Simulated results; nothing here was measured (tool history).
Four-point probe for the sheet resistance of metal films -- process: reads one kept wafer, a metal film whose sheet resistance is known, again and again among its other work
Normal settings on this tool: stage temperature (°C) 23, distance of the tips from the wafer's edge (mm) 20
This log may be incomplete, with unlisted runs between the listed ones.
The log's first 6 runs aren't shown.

run,hour,stage temperature (°C),distance of the tips from the wafer's edge (mm),touches since the probe head was changed,hours of work since the stage's thermometer was calibrated,sheet resistance as the instrument gives it (ohm/square)
7,145.6,23,20,75832,379,4.278451
8,165.7,23,20,76719,389,4.276832
9,184,23,20,77532,399,4.27739
10,199.7,23,20,78225,407,4.278096
11,229,23,20,79521,423,4.27891
12,247.1,23,75,80317,432,4.27544
13,268.8,23,9,81278,444,4.287153
14,295.2,23,9,82447,458,4.286994
15,320.2,21,20,83549,471,4.277907
16,351.9,31,20,84951,488,4.273861
17,387.5,23,10,86524,507,4.284412
18,420.1,23,10,87968,524,4.285954
19,436.6,26,18,88695,533,4.275084
20,465.8,25,20,89988,548,4.275755
21,488.6,27,16,90993,560,4.277912
22,505.6,27,16,91744,569,4.277593
23,534.9,19,23,93043,585,4.279964

Forecast run 24:
24,567.4,20,24,94477,602,?

sheet resistance as the instrument gives it (ohm/square): 4.277148
With no hidden state in the tool, this same run would have given sheet resistance as the instrument gives it (ohm/square) 4.276951.
